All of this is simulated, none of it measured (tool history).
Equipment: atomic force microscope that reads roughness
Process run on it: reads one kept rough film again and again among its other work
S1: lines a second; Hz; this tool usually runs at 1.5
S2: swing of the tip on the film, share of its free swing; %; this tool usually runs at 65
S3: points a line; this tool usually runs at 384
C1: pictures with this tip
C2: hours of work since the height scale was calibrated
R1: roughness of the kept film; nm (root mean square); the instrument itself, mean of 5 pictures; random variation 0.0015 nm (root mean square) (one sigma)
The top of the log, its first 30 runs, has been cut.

| run | hour | S1 | S2 | S3 | C1 | C2 | R1 |
|---|---|---|---|---|---|---|---|
|  | 1408.3 | new tip fitted |
|  | 1455.3 | new tip fitted |
| 31 | 1464.3 | 1.5 | 65 | 289 | 12 | 170 | 0.503 |
|  | 1501.9 | new tip fitted |
| 32 | 1522.5 | 0.65 | 77 | 390 | 28 | 197 | 0.505 |
|  | 1551 | new tip fitted |
| 33 | 1565 | 0.5 | 77 | 390 | 19 | 216 | 0.508 |
|  | 1600.8 | new tip fitted |
| 34 | 1613.4 | 0.5 | 77 | 390 | 17 | 238 | 0.511 |
|  | 1649.7 | new tip fitted |
| 35 | 1656.5 | 0.5 | 77 | 390 | 9 | 258 | 0.513 |
|  | 1696.8 | new tip fitted |
| 36 | 1702.4 | 0.5 | 77 | 390 | 7 | 279 | 0.513 |
| 37 | 1737.6 | 3.4 | 77 | 390 | 56 | 296 | 0.439 |
|  | 1744.6 | new tip fitted |
| 38 | 1771.8 | 1.17 | 77 | 637 | 38 | 311 | 0.494 |
|  | 1791.1 | new tip fitted |
| 39 | 1807.6 | 1.17 | 77 | 637 | 22 | 328 | 0.497 |
|  | 1839.5 | new tip fitted |
| 40 | 1839.5 | 1.17 | 77 | 637 | 0 | 342 | 0.503 |
|  | 1886.1 | new tip fitted |
| 41 | 1886.1 | 1.32 | 68 | 637 | 0 | 364 | 0.511 |
| 42 | 1922.7 | 0.74 | 65 | 384 | 51 | 381 | 0.504 |
|  | 1934.3 | new tip fitted |
| 43 | 1969.4 | 0.57 | 79 | 700 | 48 | 402 | 0.502 |
|  | 1981.8 | new tip fitted |
| 44 | 2001 | 3.14 | 65 | 385 | 27 | 416 | 0.484 |
|  | 2029.8 | new tip fitted |
| 45 | 2038.8 | 3.14 | 65 | 385 | 12 | 434 | 0.483 |
|  | 2077.7 | new tip fitted |
| 46 | 2083.7 | 1.5 | 86 | 583 | 8 | 454 | 0.472 |
|  | 2124.8 | new tip fitted |
| 47 | 2148.4 | 1.5 | 86 | 583 | 32 | 484 | 0.465 |
|  | 2173.9 | new tip fitted |
| 48 | 2203.8 | 2.78 | 65 | 548 | 41 | 510 | 0.482 |
|  | 2220 | new tip fitted |
| 49 | 2235.8 | 2.78 | 65 | 548 | 22 | 524 | 0.488 |

Branching from run 49: 4 alternative next runs. What would each branch give?
| A | 2262.7 | 0.6 | 65 | 410 | 58 | 537 | ? |
| B | 2262.7 | 0.73 | 72 | 309 | 58 | 537 | ? |
| C | 2262.7 | 1.03 | 65 | 384 | 58 | 537 | ? |
| D | 2262.7 | 0.51 | 65 | 548 | 58 | 537 | ? |

| run | R1 |
|---|---|
| A | 0.502 |
| B | 0.496 |
| C | 0.5 |
| D | 0.51 |
Stripped of hidden state, with their random variation kept, the same runs would have yielded:
| run | R1 |
|---|---|
| A | 0.52 |
| B | 0.513 |
| C | 0.518 |
| D | 0.528 |

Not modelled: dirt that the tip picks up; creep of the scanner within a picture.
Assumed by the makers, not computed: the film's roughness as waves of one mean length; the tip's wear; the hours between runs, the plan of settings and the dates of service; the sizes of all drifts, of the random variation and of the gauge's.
